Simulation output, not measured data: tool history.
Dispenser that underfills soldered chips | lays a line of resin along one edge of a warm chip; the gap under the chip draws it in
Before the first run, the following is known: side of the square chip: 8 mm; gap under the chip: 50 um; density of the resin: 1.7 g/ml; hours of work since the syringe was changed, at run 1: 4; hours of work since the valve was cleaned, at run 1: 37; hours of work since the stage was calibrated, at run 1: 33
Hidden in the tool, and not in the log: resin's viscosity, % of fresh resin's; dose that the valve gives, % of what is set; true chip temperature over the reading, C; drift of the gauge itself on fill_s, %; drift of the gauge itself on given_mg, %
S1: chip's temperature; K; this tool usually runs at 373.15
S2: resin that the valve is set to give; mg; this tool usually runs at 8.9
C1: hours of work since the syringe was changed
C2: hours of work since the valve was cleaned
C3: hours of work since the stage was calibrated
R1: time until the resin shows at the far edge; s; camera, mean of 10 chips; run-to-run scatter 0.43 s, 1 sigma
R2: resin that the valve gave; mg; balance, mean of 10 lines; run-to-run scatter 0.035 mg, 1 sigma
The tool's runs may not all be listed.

run   hour      S1     S2  C1  C2   C3    R1     R2
  1      0  373.15    8.9   4  37   33  41.3   8.72
  2    2.9  382.15    8.9   6  39   35  35.9   8.64
  3      5  372.15    8.9   8  41   37  54.1   8.62
       5.6  -- new syringe of resin
  4    7.6  373.15    8.9   1  42   38  33.2   8.58
  5   10.2  373.15    8.9   3  44   40  38.2   8.61
  6   13.9  373.15    8.9   6  46   43  45.6   8.59
  7   16.2  373.15    8.9   7  48   44  51.5   8.63
      17.4  -- new syringe of resin
  8   19.6  373.15    8.9   2  50   46    34   8.56
  9   22.9  373.15    8.9   4  52   48  39.1    8.6
 10   26.7  373.15    8.9   6  55   51  47.8   8.53
      29.3  -- new syringe of resin
 11   31.3  373.15    8.9   1  58   54  33.5    8.5
 12   34.3  373.15    8.9   3  60   56  39.4    8.5
 13   36.6  369.15    8.9   5  61   58  49.6   8.47
 14   38.8  369.15    8.9   6  63   59    55   8.54
        41  -- new syringe of resin
 15   42.1  373.15   9.43   1  65   61  32.7      9
 16   45.2  373.15   9.43   3  67   63  37.9   8.97
 17   47.4  373.15    8.9   4  69   65  41.6   8.46
 18   49.3  373.15    8.9   6  70   66  44.9   8.41
      52.8  -- new syringe of resin
 19   53.2  373.15    8.9   0  72   68  31.3   8.48
 20   55.7  377.15  11.32   2  74   70  30.6  10.69
 21   59.6  377.15  11.32   5  77   73  37.3  10.67
 22   63.2  373.15   11.4   7  79   75  49.1  10.81
      64.8  -- new syringe of resin
 23   65.4  359.15   9.55   0  80   76  51.2   9.04
 24   69.8  367.15   9.54   3  83   79  47.4   8.94
 25   73.9  367.15   9.54   6  86   82  59.4   8.91
      76.7  -- new syringe of resin
 26   78.5  363.15   8.53   1  89   85  48.1   7.96
 27   81.3  387.15  10.72   3  91   87  25.1  10.01
 28   85.2  387.15  10.72   6  93   90  30.6   9.96
        87  -- dispensing valve cleaned and set on the balance
 29   88.9  362.15    8.9   8   1   91  79.1   8.87
      89.6  -- new syringe of resin
 30   91.4  362.15    8.9   1   3   93  49.1   8.89
 31   93.4  373.15   9.06   3   4   94  37.2   9.04
 32   95.7  362.15  10.53   4   6   96  59.7  10.52
 33   99.2  376.15   9.99   7   8   98  45.2   9.94
     101.3  -- new syringe of resin
 34  102.8  376.15   9.99   1  10  100  29.7   9.87
 35  105.2  364.15  11.18   3  12  102  48.9  11.11
 36  108.2  374.15   10.8   5  14  104  40.6  10.71

Forecast each of these 4 alternatives for the next run:
  A  110.1  360.15   10.8   6  15  105   ?   ?
  B  110.1  387.15   7.84   6  15  105   ?   ?
  C  110.1  378.15  10.54   6  15  105   ?   ?
  D  110.1  373.15   7.64   6  15  105   ?   ?

run    R1     R2
  A  70.9  10.67
  B  30.9   7.79
  C    39  10.38
  D  47.5   7.52
Without the tool's unlogged condition, the same runs would have read:
run    R1     R2
  A  46.5  10.79
  B  20.2   7.88
  C  25.5   10.5
  D  30.9    7.6

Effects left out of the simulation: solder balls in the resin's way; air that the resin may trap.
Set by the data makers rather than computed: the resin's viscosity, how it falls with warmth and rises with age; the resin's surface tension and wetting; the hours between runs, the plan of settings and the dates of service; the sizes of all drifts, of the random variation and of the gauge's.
